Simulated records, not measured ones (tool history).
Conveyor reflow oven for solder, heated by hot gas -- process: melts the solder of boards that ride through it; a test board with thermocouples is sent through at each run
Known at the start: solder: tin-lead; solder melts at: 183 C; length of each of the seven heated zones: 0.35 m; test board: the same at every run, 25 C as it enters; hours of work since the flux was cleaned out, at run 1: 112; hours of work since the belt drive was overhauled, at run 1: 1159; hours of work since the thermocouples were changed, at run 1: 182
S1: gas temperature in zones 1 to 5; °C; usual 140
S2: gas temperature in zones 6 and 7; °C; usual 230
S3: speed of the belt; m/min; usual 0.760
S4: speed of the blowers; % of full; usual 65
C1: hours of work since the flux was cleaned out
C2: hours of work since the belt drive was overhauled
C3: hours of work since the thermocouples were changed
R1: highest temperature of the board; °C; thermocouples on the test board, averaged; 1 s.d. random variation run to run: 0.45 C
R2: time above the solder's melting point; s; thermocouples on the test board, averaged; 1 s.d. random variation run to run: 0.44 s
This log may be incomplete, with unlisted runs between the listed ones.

{"run": 1, "hour": 0.0, "S1": 140, "S2": 230, "S3": 0.76, "S4": 65, "C1": 112, "C2": 1159, "C3": 182, "R1": 213.8, "R2": 40.2}
{"run": 2, "hour": 92.0, "S1": 140, "S2": 229, "S3": 0.76, "S4": 65, "C1": 157, "C2": 1205, "C3": 228, "R1": 211.8, "R2": 39.2}
{"run": 3, "hour": 138.4, "S1": 140, "S2": 229, "S3": 0.76, "S4": 65, "C1": 180, "C2": 1228, "C3": 250, "R1": 211.6, "R2": 39.1}
{"run": 4, "hour": 189.5, "S1": 148, "S2": 230, "S3": 0.76, "S4": 65, "C1": 205, "C2": 1253, "C3": 276, "R1": 213.9, "R2": 43.9}
{"run": 5, "hour": 250.2, "S1": 140, "S2": 221, "S3": 0.76, "S4": 65, "C1": 235, "C2": 1283, "C3": 306, "R1": 204.2, "R2": 34.1}
{"run": 6, "hour": 333.6, "S1": 140, "S2": 221, "S3": 0.76, "S4": 65, "C1": 276, "C2": 1324, "C3": 347, "R1": 204.3, "R2": 33.7}
{"hour": 391.5, "done": "belt drive overhauled, speed set with a stopwatch"}
{"run": 7, "hour": 430.6, "S1": 140, "S2": 221, "S3": 0.892, "S4": 65, "C1": 322, "C2": 19, "C3": 393, "R1": 199.5, "R2": 22.3}
{"run": 8, "hour": 487.5, "S1": 140, "S2": 221, "S3": 0.892, "S4": 65, "C1": 350, "C2": 47, "C3": 421, "R1": 198.3, "R2": 21.9}
{"hour": 542.1, "done": "flux residue cleaned out of gas plates and filters"}
{"run": 9, "hour": 574.4, "S1": 144, "S2": 221, "S3": 0.892, "S4": 65, "C1": 16, "C2": 88, "C3": 461, "R1": 201.4, "R2": 27.1}
{"run": 10, "hour": 634.8, "S1": 144, "S2": 221, "S3": 0.892, "S4": 65, "C1": 46, "C2": 117, "C3": 491, "R1": 201.4, "R2": 26.8}
{"run": 11, "hour": 691.0, "S1": 140, "S2": 230, "S3": 0.76, "S4": 65, "C1": 73, "C2": 145, "C3": 518, "R1": 213.6, "R2": 40.9}
{"run": 12, "hour": 783.8, "S1": 140, "S2": 230, "S3": 0.76, "S4": 65, "C1": 119, "C2": 191, "C3": 564, "R1": 213.0, "R2": 39.7}
{"run": 13, "hour": 822.9, "S1": 140, "S2": 230, "S3": 0.76, "S4": 65, "C1": 138, "C2": 210, "C3": 584, "R1": 212.8, "R2": 40.8}
{"hour": 881.1, "done": "belt drive overhauled, speed set with a stopwatch, once more"}
{"run": 14, "hour": 913.6, "S1": 140, "S2": 230, "S3": 0.76, "S4": 65, "C1": 181, "C2": 16, "C3": 626, "R1": 211.5, "R2": 38.0}
{"run": 15, "hour": 1005.7, "S1": 140, "S2": 230, "S3": 0.781, "S4": 65, "C1": 227, "C2": 61, "C3": 672, "R1": 210.3, "R2": 36.0}
{"run": 16, "hour": 1058.9, "S1": 150, "S2": 236, "S3": 0.715, "S4": 68, "C1": 253, "C2": 88, "C3": 698, "R1": 220.1, "R2": 49.4}
{"run": 17, "hour": 1097.6, "S1": 150, "S2": 236, "S3": 0.715, "S4": 68, "C1": 272, "C2": 107, "C3": 717, "R1": 219.9, "R2": 49.5}
{"run": 18, "hour": 1162.2, "S1": 150, "S2": 231, "S3": 0.77, "S4": 81, "C1": 304, "C2": 139, "C3": 749, "R1": 215.5, "R2": 42.4}
{"run": 19, "hour": 1219.1, "S1": 145, "S2": 230, "S3": 0.76, "S4": 65, "C1": 332, "C2": 167, "C3": 777, "R1": 210.6, "R2": 39.0}
{"run": 20, "hour": 1271.3, "S1": 139, "S2": 230, "S3": 0.76, "S4": 65, "C1": 358, "C2": 192, "C3": 803, "R1": 210.0, "R2": 37.0}
{"hour": 1308.1, "done": "flux residue cleaned out of gas plates and filters"}
{"run": 21, "hour": 1342.5, "S1": 139, "S2": 230, "S3": 0.686, "S4": 62, "C1": 17, "C2": 225, "C3": 835, "R1": 215.2, "R2": 45.6}
{"run": 22, "hour": 1394.0, "S1": 139, "S2": 230, "S3": 0.686, "S4": 62, "C1": 42, "C2": 250, "C3": 861, "R1": 214.2, "R2": 45.0}
{"run": 23, "hour": 1431.9, "S1": 150, "S2": 230, "S3": 0.76, "S4": 59, "C1": 61, "C2": 269, "C3": 879, "R1": 213.5, "R2": 41.7}
{"run": 24, "hour": 1514.5, "S1": 150, "S2": 230, "S3": 0.76, "S4": 59, "C1": 102, "C2": 310, "C3": 920, "R1": 212.0, "R2": 42.1}
{"run": 25, "hour": 1565.0, "S1": 127, "S2": 230, "S3": 0.76, "S4": 65, "C1": 127, "C2": 335, "C3": 945, "R1": 208.8, "R2": 33.5}
{"run": 26, "hour": 1645.5, "S1": 127, "S2": 230, "S3": 0.76, "S4": 65, "C1": 166, "C2": 374, "C3": 985, "R1": 209.0, "R2": 32.5}
{"run": 27, "hour": 1729.6, "S1": 140, "S2": 231, "S3": 0.688, "S4": 61, "C1": 208, "C2": 416, "C3": 1026, "R1": 213.7, "R2": 44.6}
{"run": 28, "hour": 1790.2, "S1": 140, "S2": 223, "S3": 0.688, "S4": 61, "C1": 238, "C2": 446, "C3": 1056, "R1": 206.3, "R2": 38.3}
{"run": 29, "hour": 1863.4, "S1": 127, "S2": 230, "S3": 0.76, "S4": 65, "C1": 274, "C2": 482, "C3": 1092, "R1": 207.5, "R2": 32.6}

Describe how what the log doesn't record of the tool's condition differs between the last listed run preceding each entry between runs and the first listed run following it.
Between runs 6 and 7: belt drive overhauled, speed set with a stopwatch (hour 391.5)
  heat that the gas passes to the board, % of a clean oven's: 88.5 -> 86.8; belt's true speed, % of the reading: 98.15 -> 97.73; true gas temperature in zones 6 and 7 over the reading, C: -0.99 -> -1.1
  difference, measured minus the result without the unlogged condition, R1: -2.6 -> -3.3 °C; R2: -2.0 -> -2.9 s
Between runs 8 and 9: flux residue cleaned out of gas plates and filters (hour 542.1)
  heat that the gas passes to the board, % of a clean oven's: 85.7 -> 98.8; belt's true speed, % of the reading: 97.69 -> 97.64; true gas temperature in zones 6 and 7 over the reading, C: -1.16 -> -1.24
  difference, measured minus the result without the unlogged condition, R1: -3.6 -> -0.5 °C; R2: -3.2 -> +0.4 s
Between runs 13 and 14: belt drive overhauled, speed set with a stopwatch, once more (hour 881.1)
  heat that the gas passes to the board, % of a clean oven's: 93.9 -> 92.1; belt's true speed, % of the reading: 97.46 -> 100.04; true gas temperature in zones 6 and 7 over the reading, C: -1.53 -> -1.62
  difference, measured minus the result without the unlogged condition, R1: -1.8 -> -3.0 °C; R2: -0.1 -> -2.3 s
Between runs 20 and 21: flux residue cleaned out of gas plates and filters (hour 1308.1)
  heat that the gas passes to the board, % of a clean oven's: 85.8 -> 99.1; belt's true speed, % of the reading: 99.79 -> 99.74; true gas temperature in zones 6 and 7 over the reading, C: -2.01 -> -2.08
  difference, measured minus the result without the unlogged condition, R1: -4.8 -> -1.9 °C; R2: -3.8 -> -1.1 s
